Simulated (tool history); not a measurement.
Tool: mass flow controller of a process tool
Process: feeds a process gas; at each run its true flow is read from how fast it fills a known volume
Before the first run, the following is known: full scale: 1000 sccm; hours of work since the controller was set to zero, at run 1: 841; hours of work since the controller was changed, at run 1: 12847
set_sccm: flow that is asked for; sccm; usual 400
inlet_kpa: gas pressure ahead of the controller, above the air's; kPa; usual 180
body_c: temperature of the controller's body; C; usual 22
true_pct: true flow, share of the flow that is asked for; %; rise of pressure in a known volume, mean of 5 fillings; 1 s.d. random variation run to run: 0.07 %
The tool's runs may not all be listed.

run	hour	set_sccm	inlet_kpa	body_c	hours of work since the controller was set to zero	hours of work since the controller was changed	true_pct
1	0.0	400	180	22	841	12847	99.17
2	418.4	400	180	22	1132	13138	99.34
3	710.2	400	180	22	1335	13341	99.23
4	1212.8	400	180	22	1684	13691	99.42
5	1670.7	400	180	22	2003	14009	99.58
6	1943.9	400	180	22	2193	14199	99.61
7	2261.0	400	245	22	2413	14420	100.05
8	2535.3	400	180	22	2604	14611	99.77
9	2870.7	400	180	21	2837	14844	99.93
# hour 3023.9: controller exchanged for a calibrated one
10	3292.8	400	180	22	187	187	100.09
11	3726.4	400	180	22	489	489	100.14
12	4073.0	400	180	22	730	730	100.38
13	4573.6	400	180	22	1078	1078	100.53
14	5049.2	400	180	22	1409	1409	100.63
15	5475.4	400	180	22	1705	1705	100.65
# hour 5623.1: gauge calibrated
16	5795.4	400	180	22	1928	1928	99.09
17	6128.0	400	180	22	2159	2159	99.21
18	6494.1	400	180	22	2414	2414	99.32
19	6866.7	400	180	22	2673	2673	99.51
20	7223.7	400	180	22	2921	2921	99.61
21	7601.1	400	180	22	3184	3184	99.58
22	7908.1	400	180	22	3397	3397	99.91
23	8237.0	400	180	22	3626	3626	99.87
24	8577.1	400	180	22	3862	3862	100.05
25	9069.3	722	222	37	4205	4205	99.46
26	9443.9	332	267	36	4465	4465	99.20
27	9834.9	569	146	36	4737	4737	99.35
# hour 9903.4: gauge calibrated
28	10297.5	718	180	22	5059	5059	99.70
29	10618.1	215	180	26	5282	5282	98.50
30	10831.9	215	180	26	5431	5431	98.57
31	11282.4	978	244	38	5744	5744	99.42
# hour 11602.2: controller's zero set anew
32	11602.2	246	222	22	0	5966	99.42
33	12056.0	214	166	28	316	6282	98.77
34	12428.0	214	166	28	574	6541	98.95
35	12856.8	140	166	28	873	6839	98.91
36	13132.2	278	258	37	1064	7030	98.92
37	13544.4	117	180	22	1351	7317	99.64
38	13879.7	117	180	22	1584	7550	99.82
39	14292.4	154	180	22	1871	7837	99.93
40	14574.1	154	180	22	2067	8033	100.21
41	15044.9	349	201	38	2395	8361	99.37
42	15319.1	349	201	38	2585	8552	99.33
43	15542.7	349	201	38	2741	8707	99.50
44	15942.9	572	180	27	3019	8985	100.81
# hour 16135.6: gauge calibrated
45	16365.9	572	155	32	3313	9280	98.47
46	16803.4	383	249	34	3618	9584	98.53
47	17219.7	116	278	34	3907	9873	98.17

Predict each of these 5 candidate next runs independently; none follows another, all start after run 47:
A	17644.8	632	155	37	4203	10169	?
B	17644.8	885	250	22	4203	10169	?
C	17644.8	883	162	40	4203	10169	?
D	17644.8	116	189	34	4203	10169	?
E	17644.8	915	268	21	4203	10169	?

run	true_pct
A	98.58
B	100.68
C	98.83
D	97.91
E	100.98
With the hidden condition removed and each run's random variation left untouched, the same runs would have given:
run	true_pct
A	98.11
B	100.21
C	98.36
D	97.49
E	100.50

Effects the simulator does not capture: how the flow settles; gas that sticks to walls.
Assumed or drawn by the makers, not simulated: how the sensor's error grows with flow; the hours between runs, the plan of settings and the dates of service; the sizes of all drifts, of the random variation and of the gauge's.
